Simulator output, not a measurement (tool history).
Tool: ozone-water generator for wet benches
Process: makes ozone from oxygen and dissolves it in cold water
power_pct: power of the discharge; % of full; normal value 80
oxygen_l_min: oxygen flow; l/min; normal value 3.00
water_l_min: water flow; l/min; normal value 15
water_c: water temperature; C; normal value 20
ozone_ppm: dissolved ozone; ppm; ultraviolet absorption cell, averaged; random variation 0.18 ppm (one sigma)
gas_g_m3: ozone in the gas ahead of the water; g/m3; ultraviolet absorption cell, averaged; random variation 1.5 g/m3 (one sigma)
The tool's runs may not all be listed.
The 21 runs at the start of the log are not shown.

run,hour,power_pct,oxygen_l_min,water_l_min,water_c,ozone_ppm,gas_g_m3
22,987.6,52,2.98,19,20,13.7,195.5
23,1041.9,80,3.00,23,14,17.5,289.2
24,1071.6,80,3.00,23,14,17.5,285.8
25,1115.9,80,3.00,17,14,23.1,286.8
26,1145.0,80,3.00,17,14,23.2,287.2
27,1172.5,80,3.00,17,14,23.2,285.9
28,1219.2,80,3.07,17,20,21.6,284.0
29,1257.0,80,3.07,17,20,21.8,284.1
30,1310.9,80,3.00,10,16,34.7,285.7
31,1369.9,80,2.20,24,16,14.5,321.5
32,1403.3,65,2.14,15,20,18.1,269.8

Predict each of these 3 candidate next runs independently; none follows another, all start after run 32:
A,1465.5,83,1.59,10,20,?,?
B,1465.5,80,2.60,16,24,?,?
C,1465.5,74,4.85,15,20,?,?

run,ozone_ppm,gas_g_m3
A,29.3,369.3
B,20.8,300.5
C,24.6,223.8
What these runs would have given with no unlogged condition in the tool:
run,ozone_ppm,gas_g_m3
A,29.3,369.4
B,20.8,300.6
C,24.6,223.8

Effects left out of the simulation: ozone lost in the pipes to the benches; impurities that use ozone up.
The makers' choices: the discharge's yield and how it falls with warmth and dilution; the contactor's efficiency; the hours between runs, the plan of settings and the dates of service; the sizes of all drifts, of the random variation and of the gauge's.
